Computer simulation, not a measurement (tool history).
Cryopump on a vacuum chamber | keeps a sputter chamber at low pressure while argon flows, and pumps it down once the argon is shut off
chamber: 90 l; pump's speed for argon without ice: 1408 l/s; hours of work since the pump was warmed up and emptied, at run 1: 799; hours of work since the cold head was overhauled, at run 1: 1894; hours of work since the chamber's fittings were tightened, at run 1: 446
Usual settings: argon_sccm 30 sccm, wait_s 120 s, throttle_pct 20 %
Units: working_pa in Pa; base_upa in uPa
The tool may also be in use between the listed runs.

run	hour	argon_sccm	wait_s	throttle_pct	hours of work since the pump was warmed up and emptied	hours of work since the cold head was overhauled	hours of work since the chamber's fittings were tightened	working_pa	base_upa
1	0	30	120	20	799	1894	446	0.1922	1.76
2	47.3	30	120	20	833	1928	480	0.1924	1.84
3	125.8	40	120	20	889	1984	537	0.2575	2
4	194.6	40	120	20	939	2033	586	0.258	2.08
5	273.1	17	120	20	995	2090	642	0.1107	2.23
# hour 322.3: pump warmed up, emptied and cooled again
6	336.2	17	120	44	10	2131	684	0.0468	1.83
7	415.7	17	120	44	67	2188	741	0.0471	2.02
8	506.9	17	120	44	132	2254	806	0.0478	2.1
9	584.9	17	120	44	188	2310	862	0.0483	2.22
10	643.8	30	28	20	231	2352	904	0.1845	4.23
11	731.7	30	75	20	294	2415	967	0.1847	2.82
12	838.1	30	75	20	370	2491	1044	0.1852	3.01
13	902.2	44	75	46	416	2537	1090	0.1241	3.17
14	954.1	36	75	46	453	2574	1127	0.1003	3.15
15	1029.4	12	66	59	507	2628	1181	0.0266	3.41
16	1082	52	66	59	545	2666	1219	0.1191	3.45
17	1185.1	32	50	41	619	2740	1293	0.1035	4.07
18	1290.2	17	224	20	694	2815	1368	0.1084	3.17
19	1371.8	17	224	20	753	2874	1427	0.1079	3.37
20	1479.7	17	224	20	830	2951	1504	0.1079	3.49
21	1542.6	30	108	27	875	2996	1549	0.146	4.14
22	1604.6	30	108	27	920	3041	1594	0.1476	4.24
23	1691.9	16	71	55	982	3103	1656	0.0437	4.76
# hour 1720: leaking fittings of the chamber tightened, without venting
# hour 1765.3: pump warmed up, emptied and cooled again
24	1777.8	16	71	55	9	3160	38	0.0354	1.31

Hidden state at the last listed run before each entry between runs and at the first one after, where it differs:
Between runs 5 and 6: pump warmed up, emptied and cooled again (hour 322.3)
  pump's speed, % of a pump's without ice: 73 -> 99.3; cold plate's temperature, K: 13.41 -> 13.43; leak into the chamber, uPa l/s: 1646 -> 1731
  measured less the result without the state, working_pa: +0.0083 -> +0.0008 Pa; base_upa: +1.42 -> +1.04 uPa
Between runs 23 and 24: leaking fittings of the chamber tightened, without venting (hour 1720); pump warmed up, emptied and cooled again (hour 1765.3)
  pump's speed, % of a pump's without ice: 73.2 -> 99.7; cold plate's temperature, K: 13.92 -> 13.95; leak into the chamber, uPa l/s: 3725 -> 390
  measured less the result without the state, working_pa: +0.0081 -> +0.0008 Pa; base_upa: +3.53 -> +0.07 uPa
